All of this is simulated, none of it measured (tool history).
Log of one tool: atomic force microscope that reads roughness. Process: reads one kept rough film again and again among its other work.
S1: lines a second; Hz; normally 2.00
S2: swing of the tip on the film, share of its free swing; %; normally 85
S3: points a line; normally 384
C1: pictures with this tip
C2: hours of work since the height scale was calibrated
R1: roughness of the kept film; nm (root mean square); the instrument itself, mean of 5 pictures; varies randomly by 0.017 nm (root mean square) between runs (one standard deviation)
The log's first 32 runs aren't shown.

run   hour    S1  S2   S3  C1   C2     R1
 33  322.1  2.60  88  431  33  157  3.546
 34  330.7  2.60  88  431  42  161  3.496
 35  342.3  2.52  85  384  54  166  3.573
 36  349.2  2.52  85  384  62  169  3.532
 37  354.9  2.00  57  531  68  171  4.458
     364.5  -- new tip fitted
 38  365.2  2.00  57  531   0  176  5.028
 39  372.0  0.55  69  410   8  179  5.110
 40  379.2  3.45  62  452  16  182  4.596
 41  384.9  0.73  62  762  22  184  4.994
 42  392.6  0.73  62  762  30  188  4.905
 43  404.4  3.92  85  384  43  193  3.189
 44  414.1  3.92  85  384  53  197  3.154
 45  426.3  0.86  87  739  66  203  4.207

Forecast each of these 3 alternatives for the next run:
  A  432.4  3.11  87  377  73  205   ?
  B  432.4  2.18  85  465  73  205   ?
  C  432.4  1.70  75  257  73  205   ?

run     R1
  A  3.178
  B  3.602
  C  4.090
Take away the tool's hidden state, keep each run's random variation, and the runs would have read:
run     R1
  A  3.657
  B  4.145
  C  4.705
